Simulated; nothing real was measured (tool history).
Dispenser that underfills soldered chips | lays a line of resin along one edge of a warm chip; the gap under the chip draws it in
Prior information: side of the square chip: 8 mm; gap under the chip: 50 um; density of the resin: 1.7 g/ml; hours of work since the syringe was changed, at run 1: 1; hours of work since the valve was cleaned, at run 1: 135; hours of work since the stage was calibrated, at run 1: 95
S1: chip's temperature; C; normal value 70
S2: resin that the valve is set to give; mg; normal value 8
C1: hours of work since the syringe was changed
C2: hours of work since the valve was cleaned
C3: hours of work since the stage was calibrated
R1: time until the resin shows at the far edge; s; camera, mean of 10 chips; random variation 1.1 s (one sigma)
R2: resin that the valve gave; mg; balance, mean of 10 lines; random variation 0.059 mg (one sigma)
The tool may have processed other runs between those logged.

{"run": 1, "hour": 0.0, "S1": 70, "S2": 8, "C1": 1, "C2": 135, "C3": 95, "R1": 118.5, "R2": 7.54}
{"run": 2, "hour": 7.4, "S1": 70, "S2": 8, "C1": 7, "C2": 141, "C3": 101, "R1": 187.6, "R2": 7.46}
{"hour": 9.3, "done": "new syringe of resin"}
{"hour": 17.6, "done": "dispensing valve cleaned and set on the balance"}
{"run": 3, "hour": 19.5, "S1": 70, "S2": 8, "C1": 7, "C2": 1, "C3": 109, "R1": 194.9, "R2": 7.92}
{"hour": 20.7, "done": "new syringe of resin"}
{"hour": 30.7, "done": "new syringe of resin"}
{"run": 4, "hour": 31.6, "S1": 70, "S2": 9.78, "C1": 1, "C2": 11, "C3": 118, "R1": 116.5, "R2": 9.66}
{"run": 5, "hour": 40.1, "S1": 70, "S2": 9.78, "C1": 7, "C2": 17, "C3": 125, "R1": 194.5, "R2": 9.86}
{"hour": 41.0, "done": "new syringe of resin"}
{"hour": 51.3, "done": "new syringe of resin"}
{"run": 6, "hour": 54.4, "S1": 70, "S2": 9.78, "C1": 2, "C2": 28, "C3": 136, "R1": 134, "R2": 9.78}
{"hour": 61.4, "done": "new syringe of resin"}
{"run": 7, "hour": 69.3, "S1": 70, "S2": 7.34, "C1": 6, "C2": 40, "C3": 148, "R1": 185.9, "R2": 7.24}
{"hour": 71.9, "done": "new syringe of resin"}
{"run": 8, "hour": 75.6, "S1": 70, "S2": 7.72, "C1": 3, "C2": 44, "C3": 152, "R1": 141.9, "R2": 7.67}
{"hour": 82.4, "done": "new syringe of resin"}
{"run": 9, "hour": 85.9, "S1": 57, "S2": 8, "C1": 3, "C2": 52, "C3": 160, "R1": 249.6, "R2": 7.92}
{"hour": 93.4, "done": "new syringe of resin"}
{"run": 10, "hour": 96.0, "S1": 70, "S2": 8, "C1": 2, "C2": 60, "C3": 168, "R1": 133.8, "R2": 7.81}
{"hour": 103.7, "done": "new syringe of resin"}
{"run": 11, "hour": 108.4, "S1": 70, "S2": 8, "C1": 4, "C2": 70, "C3": 178, "R1": 152.5, "R2": 7.78}
{"hour": 113.7, "done": "new syringe of resin"}
{"run": 12, "hour": 115.9, "S1": 70, "S2": 8, "C1": 2, "C2": 75, "C3": 183, "R1": 129.1, "R2": 7.71}
{"hour": 124.0, "done": "new syringe of resin"}
{"run": 13, "hour": 126.0, "S1": 70, "S2": 8, "C1": 2, "C2": 83, "C3": 191, "R1": 129.7, "R2": 7.67}
{"hour": 134.5, "done": "new syringe of resin"}
{"run": 14, "hour": 139.6, "S1": 70, "S2": 8, "C1": 4, "C2": 94, "C3": 201, "R1": 156.6, "R2": 7.66}
{"hour": 144.9, "done": "new syringe of resin"}
{"run": 15, "hour": 149.7, "S1": 70, "S2": 8, "C1": 4, "C2": 101, "C3": 209, "R1": 155.4, "R2": 7.59}
{"hour": 155.5, "done": "new syringe of resin"}
{"run": 16, "hour": 157.6, "S1": 56, "S2": 8, "C1": 2, "C2": 107, "C3": 215, "R1": 249.9, "R2": 7.63}
{"hour": 166.2, "done": "new syringe of resin"}
{"run": 17, "hour": 171.9, "S1": 56, "S2": 8, "C1": 5, "C2": 118, "C3": 226, "R1": 314.5, "R2": 7.53}
{"hour": 177.0, "done": "new syringe of resin"}
{"run": 18, "hour": 183.5, "S1": 74, "S2": 9.53, "C1": 5, "C2": 127, "C3": 235, "R1": 138.8, "R2": 8.97}
{"hour": 187.3, "done": "new syringe of resin"}
{"run": 19, "hour": 196.3, "S1": 70, "S2": 9.57, "C1": 7, "C2": 137, "C3": 245, "R1": 200, "R2": 8.97}
{"hour": 197.4, "done": "new syringe of resin"}
{"hour": 207.6, "done": "new syringe of resin"}
{"run": 20, "hour": 208.2, "S1": 70, "S2": 9.57, "C1": 0, "C2": 146, "C3": 254, "R1": 117.4, "R2": 8.88}
{"hour": 212.1, "done": "dispensing valve cleaned and set on the balance"}
{"run": 21, "hour": 218.2, "S1": 57, "S2": 9.33, "C1": 8, "C2": 5, "C3": 261, "R1": 368.9, "R2": 9.29}
{"hour": 219.7, "done": "new syringe of resin"}
{"run": 22, "hour": 229.0, "S1": 75, "S2": 7.94, "C1": 7, "C2": 13, "C3": 269, "R1": 166.2, "R2": 7.93}
{"hour": 230.2, "done": "new syringe of resin"}
{"hour": 240.8, "done": "new syringe of resin"}
{"run": 23, "hour": 240.8, "S1": 81, "S2": 9.42, "C1": 0, "C2": 22, "C3": 278, "R1": 72.4, "R2": 9.38}
{"hour": 250.9, "done": "new syringe of resin"}
{"run": 24, "hour": 254.2, "S1": 76, "S2": 6.91, "C1": 3, "C2": 32, "C3": 289, "R1": 114.3, "R2": 6.8}
{"hour": 261.0, "done": "new syringe of resin"}
{"run": 25, "hour": 268.9, "S1": 83, "S2": 7.38, "C1": 6, "C2": 44, "C3": 300, "R1": 109.3, "R2": 7.13}
{"hour": 272.2, "done": "new syringe of resin"}
{"run": 26, "hour": 281.5, "S1": 65, "S2": 8.45, "C1": 7, "C2": 53, "C3": 310, "R1": 254.9, "R2": 8.19}
{"hour": 282.5, "done": "new syringe of resin"}
{"run": 27, "hour": 291.2, "S1": 60, "S2": 7.3, "C1": 7, "C2": 61, "C3": 317, "R1": 335.9, "R2": 7.08}
{"hour": 292.6, "done": "new syringe of resin"}
{"hour": 303.6, "done": "new syringe of resin"}
{"run": 28, "hour": 305.8, "S1": 71, "S2": 10.22, "C1": 2, "C2": 72, "C3": 328, "R1": 130.6, "R2": 9.8}
{"hour": 314.0, "done": "new syringe of resin"}
{"hour": 318.7, "done": "stage's temperature calibrated"}
{"run": 29, "hour": 319.1, "S1": 71, "S2": 10.22, "C1": 3, "C2": 81, "C3": 0, "R1": 128.9, "R2": 9.78}
{"hour": 325.7, "done": "new syringe of resin"}
{"run": 30, "hour": 331.4, "S1": 61, "S2": 7.67, "C1": 5, "C2": 91, "C3": 10, "R1": 237.1, "R2": 7.32}
{"hour": 336.6, "done": "new syringe of resin"}
{"run": 31, "hour": 338.7, "S1": 70, "S2": 7.9, "C1": 2, "C2": 96, "C3": 15, "R1": 125.6, "R2": 7.5}
{"hour": 346.6, "done": "new syringe of resin"}
{"run": 32, "hour": 349.6, "S1": 65, "S2": 8.05, "C1": 2, "C2": 105, "C3": 24, "R1": 168.1, "R2": 7.7}
{"hour": 357.3, "done": "new syringe of resin"}
{"run": 33, "hour": 360.2, "S1": 56, "S2": 7.15, "C1": 2, "C2": 113, "C3": 32, "R1": 252, "R2": 6.76}
{"hour": 367.4, "done": "new syringe of resin"}
{"run": 34, "hour": 370.2, "S1": 56, "S2": 7.15, "C1": 2, "C2": 121, "C3": 40, "R1": 251.4, "R2": 6.75}

Branching from run 34: 4 alternative next runs. What would each branch give?
{"hour": 377.8, "done": "new syringe of resin"}
{"run": "A", "hour": 384.5, "S1": 65, "S2": 8, "C1": 5, "C2": 132, "C3": 51, "R1": "?", "R2": "?"}
{"hour": 377.8, "done": "new syringe of resin"}
{"run": "B", "hour": 384.5, "S1": 80, "S2": 9.22, "C1": 5, "C2": 132, "C3": 51, "R1": "?", "R2": "?"}
{"hour": 377.8, "done": "new syringe of resin"}
{"run": "C", "hour": 384.5, "S1": 62, "S2": 7.07, "C1": 5, "C2": 132, "C3": 51, "R1": "?", "R2": "?"}
{"hour": 377.8, "done": "new syringe of resin"}
{"run": "D", "hour": 384.5, "S1": 68, "S2": 8.53, "C1": 5, "C2": 132, "C3": 51, "R1": "?", "R2": "?"}

run=A R1=210.5 R2=7.42
run=B R1=107.8 R2=8.61
run=C R1=252.2 R2=6.6
run=D R1=182.2 R2=7.88
With the hidden condition removed and each run's random variation left untouched, the same runs would have given:
run=A R1=136.5 R2=7.96
run=B R1=70.6 R2=9.22
run=C R1=162.1 R2=7.06
run=D R1=118.8 R2=8.44
